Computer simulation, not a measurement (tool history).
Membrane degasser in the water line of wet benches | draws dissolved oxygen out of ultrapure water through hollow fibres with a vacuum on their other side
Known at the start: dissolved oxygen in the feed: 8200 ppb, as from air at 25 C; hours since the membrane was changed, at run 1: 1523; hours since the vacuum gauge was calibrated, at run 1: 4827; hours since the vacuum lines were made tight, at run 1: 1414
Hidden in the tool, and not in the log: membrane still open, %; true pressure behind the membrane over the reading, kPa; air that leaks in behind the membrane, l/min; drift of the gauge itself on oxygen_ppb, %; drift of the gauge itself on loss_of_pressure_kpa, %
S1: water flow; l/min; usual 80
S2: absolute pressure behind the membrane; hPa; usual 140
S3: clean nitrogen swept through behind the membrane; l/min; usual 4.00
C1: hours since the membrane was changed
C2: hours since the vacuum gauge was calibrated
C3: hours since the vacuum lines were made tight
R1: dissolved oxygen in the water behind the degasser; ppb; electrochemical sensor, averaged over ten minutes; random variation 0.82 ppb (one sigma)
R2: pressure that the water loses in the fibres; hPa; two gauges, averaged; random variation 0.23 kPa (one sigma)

| run | hour | S1 | S2 | S3 | C1 | C2 | C3 | R1 | R2 |
|---|---|---|---|---|---|---|---|---|---|
| 1 | 0.0 | 80 | 140 | 4.00 | 1523 | 4827 | 1414 | 462.3 | 572.1 |
| 2 | 111.0 | 80 | 140 | 4.00 | 1634 | 4938 | 1525 | 462.0 | 570.1 |
| 3 | 169.8 | 80 | 140 | 4.00 | 1693 | 4996 | 1584 | 462.8 | 574.1 |
| 4 | 243.6 | 80 | 140 | 4.00 | 1767 | 5070 | 1658 | 463.0 | 576.4 |
| 5 | 317.4 | 80 | 140 | 4.00 | 1841 | 5144 | 1731 | 463.3 | 573.1 |
| 6 | 443.4 | 80 | 140 | 4.00 | 1967 | 5270 | 1857 | 462.8 | 577.1 |
| 7 | 513.7 | 118 | 140 | 4.00 | 2037 | 5340 | 1928 | 643.2 | 847.3 |
|  | 634.0 | vacuum gauge calibrated |
| 8 | 636.3 | 117 | 140 | 4.00 | 2159 | 2 | 2050 | 639.4 | 831.2 |
| 9 | 694.2 | 77 | 140 | 4.00 | 2217 | 60 | 2108 | 448.9 | 550.9 |
| 10 | 802.1 | 77 | 140 | 4.00 | 2325 | 168 | 2216 | 447.9 | 547.3 |
| 11 | 903.9 | 77 | 140 | 4.00 | 2427 | 270 | 2317 | 447.4 | 547.1 |
| 12 | 979.9 | 77 | 140 | 4.00 | 2503 | 346 | 2393 | 447.9 | 547.6 |
| 13 | 1096.2 | 77 | 140 | 4.00 | 2619 | 462 | 2510 | 447.9 | 548.6 |
| 14 | 1189.1 | 77 | 140 | 4.00 | 2712 | 555 | 2603 | 447.4 | 549.3 |
| 15 | 1280.3 | 118 | 346 | 1.84 | 2803 | 646 | 2694 | 2679.5 | 849.1 |
| 16 | 1344.3 | 53 | 167 | 1.91 | 2867 | 710 | 2758 | 739.8 | 380.9 |
| 17 | 1440.3 | 53 | 167 | 1.91 | 2963 | 806 | 2854 | 738.5 | 382.1 |
| 18 | 1560.4 | 56 | 187 | 4.00 | 3083 | 926 | 2974 | 476.7 | 401.1 |
| 19 | 1629.2 | 56 | 187 | 4.00 | 3152 | 995 | 3043 | 476.3 | 400.6 |
| 20 | 1745.6 | 84 | 143 | 3.83 | 3268 | 1112 | 3159 | 511.8 | 600.4 |
| 21 | 1806.8 | 80 | 140 | 1.95 | 3329 | 1173 | 3220 | 815.4 | 571.6 |
| 22 | 1893.5 | 80 | 140 | 1.95 | 3416 | 1259 | 3307 | 819.0 | 571.1 |
| 23 | 1989.8 | 80 | 140 | 1.95 | 3512 | 1356 | 3403 | 817.0 | 573.6 |
| 24 | 2054.1 | 80 | 159 | 10.88 | 3577 | 1420 | 3468 | 224.0 | 570.8 |
| 25 | 2142.5 | 86 | 159 | 10.88 | 3665 | 1508 | 3556 | 241.0 | 613.9 |
| 26 | 2234.3 | 86 | 159 | 10.88 | 3757 | 1600 | 3648 | 240.2 | 612.4 |
| 27 | 2328.6 | 81 | 157 | 1.73 | 3851 | 1695 | 3742 | 1028.8 | 580.7 |

Forecast each of these 3 alternatives for the next run:
| A | 2388.9 | 81 | 106 | 1.73 | 3912 | 1755 | 3802 | ? | ? |
| B | 2388.9 | 91 | 157 | 2.16 | 3912 | 1755 | 3802 | ? | ? |
| C | 2388.9 | 75 | 94 | 6.75 | 3912 | 1755 | 3802 | ? | ? |

| run | R1 | R2 |
|---|---|---|
| A | 635.0 | 579.0 |
| B | 955.0 | 648.4 |
| C | 163.6 | 534.8 |
Without the tool's hidden state the same runs would have given:
| run | R1 | R2 |
|---|---|---|
| A | 635.0 | 578.6 |
| B | 954.9 | 647.9 |
| C | 163.6 | 534.4 |
